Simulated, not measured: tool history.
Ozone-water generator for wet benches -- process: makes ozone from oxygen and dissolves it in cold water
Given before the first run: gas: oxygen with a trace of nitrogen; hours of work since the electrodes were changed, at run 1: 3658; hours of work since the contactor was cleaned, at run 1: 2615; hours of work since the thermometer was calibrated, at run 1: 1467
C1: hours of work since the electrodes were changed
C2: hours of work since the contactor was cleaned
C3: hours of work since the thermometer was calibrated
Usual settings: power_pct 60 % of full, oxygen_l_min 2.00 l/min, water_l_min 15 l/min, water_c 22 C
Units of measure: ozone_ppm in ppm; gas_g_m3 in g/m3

Run 1, hour 0.0: usual settings; C1 3658; C2 2615; C3 1467. Result: ozone_ppm 16.4 ppm, gas_g_m3 211.6 g/m3.
Run 2, hour 83.8: usual settings but power_pct 41 % of full; C1 3718; C2 2676; C3 1528. Result: ozone_ppm 13.4 ppm, gas_g_m3 172.6 g/m3.
Run 3, hour 245.7: usual settings; C1 3836; C2 2793; C3 1645. Result: ozone_ppm 16.5 ppm, gas_g_m3 213.5 g/m3.
Run 4, hour 356.9: usual settings; C1 3916; C2 2873; C3 1726. Result: ozone_ppm 16.7 ppm, gas_g_m3 211.3 g/m3.
Run 5, hour 448.5: usual settings but oxygen_l_min 1.87 l/min; C1 3982; C2 2940; C3 1792. Result: ozone_ppm 16.4 ppm, gas_g_m3 220.1 g/m3.
Run 6, hour 630.4: usual settings but oxygen_l_min 1.87 l/min; C1 4114; C2 3071; C3 1924. Result: ozone_ppm 16.5 ppm, gas_g_m3 218.7 g/m3.
Run 7, hour 808.4: usual settings but power_pct 88 % of full; C1 4243; C2 3200; C3 2052. Result: ozone_ppm 20.3 ppm, gas_g_m3 261.4 g/m3.
Run 8, hour 955.6: usual settings but power_pct 88 % of full; C1 4349; C2 3307; C3 2159. Result: ozone_ppm 20.3 ppm, gas_g_m3 263.4 g/m3.
Run 9, hour 1138.9: usual settings; C1 4482; C2 3439; C3 2292. Result: ozone_ppm 16.3 ppm, gas_g_m3 212.7 g/m3.
Run 10, hour 1307.3: usual settings; C1 4604; C2 3561; C3 2414. Result: ozone_ppm 16.5 ppm, gas_g_m3 212.9 g/m3.
Run 11, hour 1485.1: usual settings; C1 4733; C2 3690; C3 2542. Result: ozone_ppm 16.6 ppm, gas_g_m3 214.2 g/m3.
Run 12, hour 1663.9: usual settings; C1 4862; C2 3820; C3 2672. Result: ozone_ppm 16.5 ppm, gas_g_m3 214.2 g/m3.
Run 13, hour 1841.7: usual settings; C1 4991; C2 3948; C3 2800. Result: ozone_ppm 16.4 ppm, gas_g_m3 213.0 g/m3.
At hour 1926.0: water thermometer calibrated.
Run 14, hour 2009.8: usual settings; C1 5112; C2 4070; C3 61. Result: ozone_ppm 16.6 ppm, gas_g_m3 213.8 g/m3.
Run 15, hour 2179.4: usual settings but water_c 26 C; C1 5235; C2 4192; C3 183. Result: ozone_ppm 15.9 ppm, gas_g_m3 214.9 g/m3.
Run 16, hour 2362.8: usual settings but water_l_min 9 l/min; C1 5368; C2 4325; C3 316. Result: ozone_ppm 24.1 ppm, gas_g_m3 214.4 g/m3.
At hour 2425.8: contactor cleaned.
Run 17, hour 2459.7: usual settings but power_pct 75 % of full, oxygen_l_min 2.39 l/min, water_l_min 14 l/min; C1 5435; C2 25; C3 383. Result: ozone_ppm 20.3 ppm, gas_g_m3 221.5 g/m3.
Run 18, hour 2624.4: usual settings but power_pct 75 % of full, oxygen_l_min 2.39 l/min, water_l_min 14 l/min; C1 5554; C2 144; C3 503. Result: ozone_ppm 20.6 ppm, gas_g_m3 225.1 g/m3.
Run 19, hour 2800.5: usual settings but power_pct 69 % of full, oxygen_l_min 1.07 l/min, water_l_min 14 l/min; C1 5682; C2 271; C3 630. Result: ozone_ppm 15.8 ppm, gas_g_m3 308.1 g/m3.
Run 20, hour 2989.3: usual settings but power_pct 69 % of full, oxygen_l_min 1.07 l/min, water_l_min 14 l/min; C1 5819; C2 408; C3 767. Result: ozone_ppm 16.1 ppm, gas_g_m3 308.9 g/m3.
Run 21, hour 3123.1: usual settings but power_pct 79 % of full; C1 5915; C2 505; C3 864. Result: ozone_ppm 18.9 ppm, gas_g_m3 250.3 g/m3.
Run 22, hour 3206.7: usual settings but power_pct 79 % of full; C1 5976; C2 565; C3 924. Result: ozone_ppm 19.0 ppm, gas_g_m3 252.1 g/m3.
Run 23, hour 3391.1: usual settings but power_pct 79 % of full; C1 6109; C2 699; C3 1058. Result: ozone_ppm 19.2 ppm, gas_g_m3 251.8 g/m3.
Run 24, hour 3521.1: usual settings but power_pct 76 % of full, water_l_min 13 l/min, water_c 16 C; C1 6204; C2 793; C3 1152. Result: ozone_ppm 22.5 ppm, gas_g_m3 245.8 g/m3.
Run 25, hour 3613.9: usual settings but power_pct 79 % of full, oxygen_l_min 2.55 l/min, water_l_min 11 l/min, water_c 16 C; C1 6271; C2 860; C3 1219. Result: ozone_ppm 27.5 ppm, gas_g_m3 223.0 g/m3.
Run 26, hour 3721.4: usual settings but power_pct 44 % of full, oxygen_l_min 2.55 l/min, water_l_min 10 l/min, water_c 16 C; C1 6349; C2 938; C3 1297. Result: ozone_ppm 21.0 ppm, gas_g_m3 163.5 g/m3.
Run 27, hour 3818.9: usual settings but power_pct 44 % of full, oxygen_l_min 2.55 l/min, water_l_min 10 l/min, water_c 16 C; C1 6419; C2 1009; C3 1367. Result: ozone_ppm 21.4 ppm, gas_g_m3 162.5 g/m3.
Run 28, hour 3973.9: usual settings but oxygen_l_min 1.02 l/min, water_c 15 C; C1 6531; C2 1121; C3 1480. Result: ozone_ppm 14.2 ppm, gas_g_m3 294.5 g/m3.
Run 29, hour 4155.5: usual settings but oxygen_l_min 2.95 l/min, water_c 15 C; C1 6663; C2 1252; C3 1611. Result: ozone_ppm 19.2 ppm, gas_g_m3 181.2 g/m3.
Run 30, hour 4243.3: usual settings but power_pct 70 % of full, water_l_min 11 l/min; C1 6726; C2 1316; C3 1675. Result: ozone_ppm 22.9 ppm, gas_g_m3 237.2 g/m3.
Run 31, hour 4325.0: usual settings but power_pct 43 % of full; C1 6785; C2 1375; C3 1734. Result: ozone_ppm 13.5 ppm, gas_g_m3 179.8 g/m3.
Run 32, hour 4471.5: usual settings but power_pct 42 % of full, oxygen_l_min 2.25 l/min, water_c 21 C; C1 6892; C2 1481; C3 1840. Result: ozone_ppm 14.1 ppm, gas_g_m3 168.8 g/m3.

Below are 4 alternative next runs, each starting from the tool's condition after run 32. Predict each:
Run A, hour 4584.4: usual settings but power_pct 79 % of full, oxygen_l_min 1.10 l/min, water_l_min 19 l/min; C1 6973; C2 1563; C3 1922. Result: ozone_ppm ?, gas_g_m3 ?.
Run B, hour 4584.4: usual settings but power_pct 58 % of full; C1 6973; C2 1563; C3 1922. Result: ozone_ppm ?, gas_g_m3 ?.
Run C, hour 4584.4: usual settings but oxygen_l_min 3.43 l/min; C1 6973; C2 1563; C3 1922. Result: ozone_ppm ?, gas_g_m3 ?.
Run D, hour 4584.4: usual settings but power_pct 98 % of full, oxygen_l_min 1.12 l/min, water_l_min 14 l/min; C1 6973; C2 1563; C3 1922. Result: ozone_ppm ?, gas_g_m3 ?.

run  ozone_ppm  gas_g_m3
  A       12.8     331.7
  B       16.2     211.4
  C       18.0     169.3
  D       19.6     369.8
Take away the tool's hidden state, keep each run's random variation, and the runs would have read:
run  ozone_ppm  gas_g_m3
  A       12.8     324.9
  B       16.2     207.0
  C       18.0     165.8
  D       19.7     362.2

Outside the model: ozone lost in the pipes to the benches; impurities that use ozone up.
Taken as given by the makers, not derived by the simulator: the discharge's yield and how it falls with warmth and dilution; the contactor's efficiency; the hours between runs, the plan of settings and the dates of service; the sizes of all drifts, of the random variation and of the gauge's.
